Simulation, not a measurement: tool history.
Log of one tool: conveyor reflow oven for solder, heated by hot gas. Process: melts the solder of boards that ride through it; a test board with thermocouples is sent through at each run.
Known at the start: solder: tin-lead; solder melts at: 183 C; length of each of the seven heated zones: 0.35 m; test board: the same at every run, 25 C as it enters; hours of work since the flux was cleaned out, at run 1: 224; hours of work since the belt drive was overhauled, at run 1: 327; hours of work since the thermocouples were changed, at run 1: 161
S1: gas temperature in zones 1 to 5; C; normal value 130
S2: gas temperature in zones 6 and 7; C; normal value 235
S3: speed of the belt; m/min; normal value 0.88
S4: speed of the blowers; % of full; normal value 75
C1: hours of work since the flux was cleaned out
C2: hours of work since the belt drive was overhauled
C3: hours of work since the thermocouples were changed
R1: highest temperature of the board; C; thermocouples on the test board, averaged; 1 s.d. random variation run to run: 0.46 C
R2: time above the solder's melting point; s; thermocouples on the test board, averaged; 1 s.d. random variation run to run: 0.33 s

run,hour,S1,S2,S3,S4,C1,C2,C3,R1,R2
1,0,130,235,0.88,75,224,327,161,220,35.3
2,6.6,130,235,0.88,75,228,332,166,219.5,35.4
3,19.4,130,235,0.88,75,237,340,174,219.9,35.2
4,26.6,130,235,0.88,75,241,345,179,219.7,35.8
# hour 37.2: flux residue cleaned out of gas plates and filters
5,37.7,130,235,0.88,75,0,349,183,219.9,35.8
6,49.4,130,235,0.88,61,8,356,190,216,33.6
7,58.4,130,235,0.88,61,14,362,196,217.7,34.2
8,64.4,116,235,0.88,75,18,366,200,217.9,32.7
9,73,116,235,0.88,75,23,371,206,218,32.1
10,81.5,130,235,0.967,75,29,377,211,217.1,30.5
11,88.2,130,232,0.88,75,33,381,216,217.1,34.5
12,94.5,130,235,0.88,75,37,385,220,219.2,35.9
13,105.5,130,235,0.88,58,44,393,227,216.9,33.5
14,111.7,130,235,0.88,86,48,397,231,221,36.5
15,126,124,235,0.88,75,58,406,240,219.1,34.4
16,135.5,124,235,0.88,75,64,412,246,219.3,34
17,145.8,124,229,0.88,57,71,419,253,209.1,28.8
18,158.3,122,229,0.762,57,79,427,261,214.4,36.7
19,168.5,118,229,0.762,63,85,434,268,214.5,37.1
20,181.6,128,231,0.88,85,94,442,276,217.3,34.7
21,193.8,125,226,0.733,70,102,450,284,215.9,41
22,202.6,125,226,0.733,70,108,456,290,215.8,40.4
23,215.2,125,238,0.733,53,116,464,298,223.5,43.6
24,228,130,248,0.786,90,124,472,307,236.9,47.3
25,241.4,130,248,0.786,90,133,481,315,237,46.9
26,247.6,139,235,0.969,75,137,485,319,218,32.9
27,257.1,140,249,0.713,75,143,491,326,239.8,54.9
28,271.2,119,249,0.88,63,152,501,335,228.2,36.5
29,278.3,136,235,0.822,75,157,505,339,222.2,40.9
30,292.7,136,235,0.711,75,166,515,349,225.6,49.7
31,300.2,132,242,1.022,72,171,519,354,220.5,31
32,310.1,123,235,0.732,75,178,526,360,224.3,45

Hidden state at the last listed run before each entry between runs and at the first one after, where it differs:
From run 4 to run 5: flux residue cleaned out of gas plates and filters (hour 37.2)
  heat that the gas passes to the board, % of a clean oven's: 99.5 -> 100
